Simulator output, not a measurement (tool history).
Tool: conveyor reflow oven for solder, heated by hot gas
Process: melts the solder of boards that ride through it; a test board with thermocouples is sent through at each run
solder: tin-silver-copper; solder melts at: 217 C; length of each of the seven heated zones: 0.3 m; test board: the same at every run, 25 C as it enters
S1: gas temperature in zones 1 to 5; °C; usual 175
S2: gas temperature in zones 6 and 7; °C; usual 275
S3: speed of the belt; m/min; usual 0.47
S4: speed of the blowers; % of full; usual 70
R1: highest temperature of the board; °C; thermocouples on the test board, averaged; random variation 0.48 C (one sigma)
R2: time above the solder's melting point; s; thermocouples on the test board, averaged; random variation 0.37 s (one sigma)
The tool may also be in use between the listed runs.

run    hour   S1   S2     S3  S4     R1    R2
  1       0  175  275   0.47  70  256.6    61
  2    56.6  175  275   0.47  70  257.1  60.2
      101.5  -- flux residue cleaned out of gas plates and filters
  3     126  175  275  0.517  70  255.7  54.5
  4   209.3  175  275  0.517  70  255.7  54.5
  5   247.3  175  275  0.517  70  254.9  54.5
  6   310.7  175  275  0.517  70  255.5  53.8
  7   390.9  175  275  0.517  70  254.6  54.4
  8   431.9  175  275  0.517  70  255.4  52.7
  9     481  175  275   0.47  70  257.8  61.7
 10   561.2  175  275   0.47  70  257.2    61
 11   611.6  175  275   0.47  70  256.7  61.6
 12   690.4  175  275   0.47  70  256.6  61.2
      730.8  -- flux residue cleaned out of gas plates and filters
 13   754.8  175  275  0.487  70  257.1  59.9
      769.2  -- thermocouples of zones 6 and 7 changed
 14   802.3  175  275  0.484  70  258.2  60.7
 15   869.7  175  275  0.484  70  258.8  60.8
 16   954.1  164  266  0.484  57  244.6    45
 17  1015.6  175  270  0.448  65  254.4  63.1
 18    1086  175  270  0.448  65  255.3    63
     1093.7  -- belt drive overhauled, speed set with a stopwatch
 19  1161.4  175  285  0.469  70  267.8    69
 20  1210.1  175  285  0.469  70  267.3  67.7
 21    1258  175  285  0.469  70  266.7  68.2
 22  1333.8  186  275   0.41  66  262.9  80.1
     1367.5  -- flux residue cleaned out of gas plates and filters
 23  1404.5  169  272  0.443  68  258.9  65.4
 24  1446.1  169  272  0.443  68  258.1  65.2
 25  1529.3  169  272  0.443  68  258.6  65.3
     1563.3  -- belt drive overhauled, speed set with a stopwatch, once more
 26  1570.4  175  275   0.47  74  259.5    63
 27  1634.2  182  275  0.386  70  264.8  83.4
 28  1692.7  182  275  0.386  70    264    83
 29  1733.6  182  275  0.393  70  263.9  81.3

5 ways to go on from here, each from the tool as it stands after run 29. What would each give?
  A  1780.1  182  283  0.397  56   ?   ?
  B  1780.1  175  275   0.47  59   ?   ?
  C  1780.1  178  275  0.477  52   ?   ?
  D  1780.1  189  275  0.413  68   ?   ?
  E  1780.1  178  284   0.47  72   ?   ?

run     R1    R2
  A  267.3  82.1
  B  255.1  58.2
  C  252.2  56.9
  D  262.9    80
  E  266.6  67.8
Without the tool's hidden state the same runs would have given:
run     R1    R2
  A    269    83
  B  257.1  59.8
  C  254.1  58.6
  D  264.6  80.8
  E  268.8  68.9
